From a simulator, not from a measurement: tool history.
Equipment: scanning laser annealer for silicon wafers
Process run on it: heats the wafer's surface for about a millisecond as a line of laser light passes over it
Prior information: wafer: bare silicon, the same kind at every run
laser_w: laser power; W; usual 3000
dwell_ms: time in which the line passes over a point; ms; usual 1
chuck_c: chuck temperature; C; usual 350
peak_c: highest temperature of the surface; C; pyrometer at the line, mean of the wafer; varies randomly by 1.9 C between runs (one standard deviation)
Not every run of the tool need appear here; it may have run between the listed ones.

run	day	laser_w	dwell_ms	chuck_c	peak_c
1	0	3000	1	350	1111
2	3.733	3000	1	350	1104
3	5.496	2748	1	350	1040
4	8.083	3000	1	375	1120
5	10.283	3000	1	375	1113
6	13.621	3000	1.08	350	1116
7	16.571	3000	1.08	350	1112
8	18.183	3000	1	350	1105
9	21.738	3000	1	350	1095
10	24.592	3000	1	355	1095
11	28.188	3000	1	355	1085
12	31.175	3000	1	350	1087
13	34.529	3000	1	350	1112
14	36.992	3000	1	350	1107
15	38.7	3000	1.06	350	1128
16	42.217	3000	1.06	350	1122
17	45.021	3000	0.71	350	956
18	46.854	3000	0.71	350	953
19	49.425	3000	0.71	350	949
20	51.862	3000	1	350	1103
21	54.958	2871	0.9	379	1048
22	58.775	2871	0.9	379	1044
23	61.675	2871	0.9	379	1041
24	64.721	2871	0.9	379	1034
25	67.225	2871	0.9	379	1029
26	69.208	2559	1	351	989
27	71.258	2559	1	351	983
28	74.062	2559	1	351	979
29	76.179	2559	1	351	975
30	79.608	2763	0.84	322	926
31	82.65	2763	0.84	322	919
32	86.475	2934	0.82	318	971
33	88.546	3000	0.7	360	966
34	90.692	3020	1.21	370	1202
35	93.117	3000	1.21	316	1142
36	95.112	3007	1.09	350	1120
37	96.862	3007	1.09	350	1118
38	99.879	3000	1.09	358	1118
39	102.9	2636	0.91	377	1000

Not shown: 8 entries that the log had between the listed runs. Between which runs, and how does the tool's hidden state differ before and after?
After run 7, before run 8: window over the wafer cleaned (day 17.192)
  light that passes the window, % of a clean one's: 96.24 -> 99.55; laser's true power over the reading, %: -1.05 -> -1.08; width of the line over the set one, %: 3.61 -> 3.71
  measured less the result without the state, peak_c: -50 -> -23 C
After run 11, before run 12: optics aligned, line set to its width (day 28.588)
  light that passes the window, % of a clean one's: 97.36 -> 96.73; laser's true power over the reading, %: -1.28 -> -1.34; width of the line over the set one, %: 4.5 -> 0.4
  measured less the result without the state, peak_c: -42 -> -36 C
After run 12, before run 13: window over the wafer cleaned (day 34.442)
  light that passes the window, % of a clean one's: 96.73 -> 99.96; laser's true power over the reading, %: -1.34 -> -1.4; width of the line over the set one, %: 0.4 -> 0.66
  measured less the result without the state, peak_c: -36 -> -13 C
After run 19, before run 20: window over the wafer cleaned (day 51.467)
  light that passes the window, % of a clean one's: 96.79 -> 99.82; laser's true power over the reading, %: -1.68 -> -1.72; width of the line over the set one, %: 1.84 -> 2.02
  measured less the result without the state, peak_c: -35 -> -20 C
After run 25, before run 26: window over the wafer cleaned (day 68.479)
  light that passes the window, % of a clean one's: 96.35 -> 99.58; laser's true power over the reading, %: -2.02 -> -2.05; width of the line over the set one, %: 3.21 -> 3.35
  measured less the result without the state, peak_c: -46 -> -25 C
After run 31, before run 32: optics aligned, line set to its width (day 83.088); window over the wafer cleaned (day 85.858)
  light that passes the window, % of a clean one's: 96.63 -> 99.51; laser's true power over the reading, %: -2.31 -> -2.39; width of the line over the set one, %: 4.38 -> 0.47
  measured less the result without the state, peak_c: -46 -> -20 C
After run 38, before run 39: window over the wafer cleaned (day 102.846)
  light that passes the window, % of a clean one's: 96.51 -> 99.9; laser's true power over the reading, %: -2.65 -> -2.71; width of the line over the set one, %: 1.55 -> 1.79
  measured less the result without the state, peak_c: -53 -> -22 C
